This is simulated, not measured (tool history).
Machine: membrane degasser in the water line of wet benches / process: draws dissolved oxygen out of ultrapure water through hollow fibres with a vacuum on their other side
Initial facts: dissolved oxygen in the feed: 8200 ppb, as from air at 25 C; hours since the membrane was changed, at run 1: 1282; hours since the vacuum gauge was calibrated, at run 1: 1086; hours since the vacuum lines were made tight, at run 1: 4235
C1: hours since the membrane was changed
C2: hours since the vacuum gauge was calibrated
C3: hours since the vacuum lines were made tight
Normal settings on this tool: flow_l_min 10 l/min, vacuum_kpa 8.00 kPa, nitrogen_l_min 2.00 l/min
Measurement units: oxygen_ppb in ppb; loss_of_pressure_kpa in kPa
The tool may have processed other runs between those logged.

Run 1, hour 0.0: usual settings; C1 1282; C2 1086; C3 4235. Result: oxygen_ppb 200.3 ppb, loss_of_pressure_kpa 50.41 kPa.
Run 2, hour 43.9: usual settings; C1 1326; C2 1130; C3 4279. Result: oxygen_ppb 198.1 ppb, loss_of_pressure_kpa 50.48 kPa.
Run 3, hour 63.9: usual settings; C1 1346; C2 1150; C3 4299. Result: oxygen_ppb 200.4 ppb, loss_of_pressure_kpa 50.11 kPa.
Run 4, hour 103.9: usual settings; C1 1386; C2 1190; C3 4339. Result: oxygen_ppb 198.4 ppb, loss_of_pressure_kpa 50.47 kPa.
Run 5, hour 141.3: usual settings; C1 1424; C2 1228; C3 4376. Result: oxygen_ppb 197.0 ppb, loss_of_pressure_kpa 50.56 kPa.
Run 6, hour 168.6: usual settings; C1 1451; C2 1255; C3 4404. Result: oxygen_ppb 199.7 ppb, loss_of_pressure_kpa 50.38 kPa.
Run 7, hour 195.9: usual settings but nitrogen_l_min 2.19 l/min; C1 1478; C2 1282; C3 4431. Result: oxygen_ppb 196.7 ppb, loss_of_pressure_kpa 50.16 kPa.
Run 8, hour 221.9: usual settings but nitrogen_l_min 2.19 l/min; C1 1504; C2 1308; C3 4457. Result: oxygen_ppb 194.2 ppb, loss_of_pressure_kpa 50.60 kPa.
Run 9, hour 261.4: usual settings but nitrogen_l_min 2.19 l/min; C1 1544; C2 1348; C3 4496. Result: oxygen_ppb 193.0 ppb, loss_of_pressure_kpa 50.24 kPa.
Run 10, hour 305.8: usual settings but nitrogen_l_min 1.03 l/min; C1 1588; C2 1392; C3 4541. Result: oxygen_ppb 246.1 ppb, loss_of_pressure_kpa 50.67 kPa.
Run 11, hour 346.7: usual settings; C1 1629; C2 1433; C3 4582. Result: oxygen_ppb 199.6 ppb, loss_of_pressure_kpa 50.82 kPa.
Run 12, hour 392.0: usual settings but vacuum_kpa 9.82 kPa; C1 1674; C2 1478; C3 4627. Result: oxygen_ppb 220.5 ppb, loss_of_pressure_kpa 50.38 kPa.
Run 13, hour 433.5: usual settings but flow_l_min 13 l/min, vacuum_kpa 9.82 kPa, nitrogen_l_min 2.55 l/min; C1 1716; C2 1520; C3 4669. Result: oxygen_ppb 315.1 ppb, loss_of_pressure_kpa 65.57 kPa.
Run 14, hour 464.3: usual settings but flow_l_min 13 l/min, vacuum_kpa 9.82 kPa, nitrogen_l_min 2.55 l/min; C1 1747; C2 1550; C3 4699. Result: oxygen_ppb 317.9 ppb, loss_of_pressure_kpa 65.53 kPa.
At hour 468.5: vacuum gauge calibrated.
Run 15, hour 506.6: usual settings but nitrogen_l_min 1.35 l/min; C1 1788; C2 38; C3 4741. Result: oxygen_ppb 227.0 ppb, loss_of_pressure_kpa 50.65 kPa.
Run 16, hour 549.2: usual settings but flow_l_min 15 l/min, vacuum_kpa 6.99 kPa, nitrogen_l_min 1.00 l/min; C1 1831; C2 81; C3 4784. Result: oxygen_ppb 428.8 ppb, loss_of_pressure_kpa 76.17 kPa.
Run 17, hour 596.2: usual settings but flow_l_min 15 l/min, vacuum_kpa 6.99 kPa, nitrogen_l_min 1.00 l/min; C1 1878; C2 128; C3 4831. Result: oxygen_ppb 419.8 ppb, loss_of_pressure_kpa 76.30 kPa.
Run 18, hour 643.0: usual settings but flow_l_min 8 l/min, vacuum_kpa 16.67 kPa, nitrogen_l_min 3.08 l/min; C1 1925; C2 175; C3 4878. Result: oxygen_ppb 178.4 ppb, loss_of_pressure_kpa 40.56 kPa.
Run 19, hour 669.9: usual settings but flow_l_min 8 l/min, vacuum_kpa 16.67 kPa, nitrogen_l_min 3.08 l/min; C1 1952; C2 201; C3 4905. Result: oxygen_ppb 175.4 ppb, loss_of_pressure_kpa 40.59 kPa.

Predict the results of run 20:
At hour 716.4: vacuum gauge calibrated, once more.
Run 20, hour 717.8: usual settings but nitrogen_l_min 0.85 l/min; C1 1999; C2 1; C3 4952. Result: oxygen_ppb ?, loss_of_pressure_kpa ?.

oxygen_ppb: 271.1 ppb
loss_of_pressure_kpa: 50.69 kPa
Without the tool's hidden state the same run would have given oxygen_ppb 259.7 ppb, loss_of_pressure_kpa 50.07 kPa.

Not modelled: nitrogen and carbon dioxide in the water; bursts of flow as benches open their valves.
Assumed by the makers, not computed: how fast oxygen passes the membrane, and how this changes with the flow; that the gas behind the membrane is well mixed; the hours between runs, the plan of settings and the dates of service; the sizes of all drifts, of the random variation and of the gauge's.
